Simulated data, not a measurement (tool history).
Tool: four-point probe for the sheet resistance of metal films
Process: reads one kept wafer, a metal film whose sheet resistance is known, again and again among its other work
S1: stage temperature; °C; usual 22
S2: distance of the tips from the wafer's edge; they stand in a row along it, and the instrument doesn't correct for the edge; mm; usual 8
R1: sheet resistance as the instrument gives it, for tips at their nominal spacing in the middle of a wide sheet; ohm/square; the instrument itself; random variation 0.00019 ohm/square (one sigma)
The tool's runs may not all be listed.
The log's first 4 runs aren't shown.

run,day,S1,S2,R1
5,2.425,22,8,0.937661
6,2.9,22,8,0.937737
7,3.338,22,8,0.93703
8,3.862,22,8,0.937276
9,4.612,22,8,0.937636
10,5.312,22,8,0.937337
11,5.883,22,8,0.93714
12,6.288,22,8,0.937409
13,7.017,22,8,0.937515
14,7.404,22,63,0.925508
15,7.858,22,63,0.925584
16,8.175,18,8,0.940106
17,8.817,18,38,0.928028
18,9.396,24,8,0.936421
19,9.792,30,4,0.967168

Forecast run 20:
20,10.283,25,4,?

R1: 0.97071 ohm/square
Without the tool's hidden state the same run would have given R1 0.970631 ohm/square.
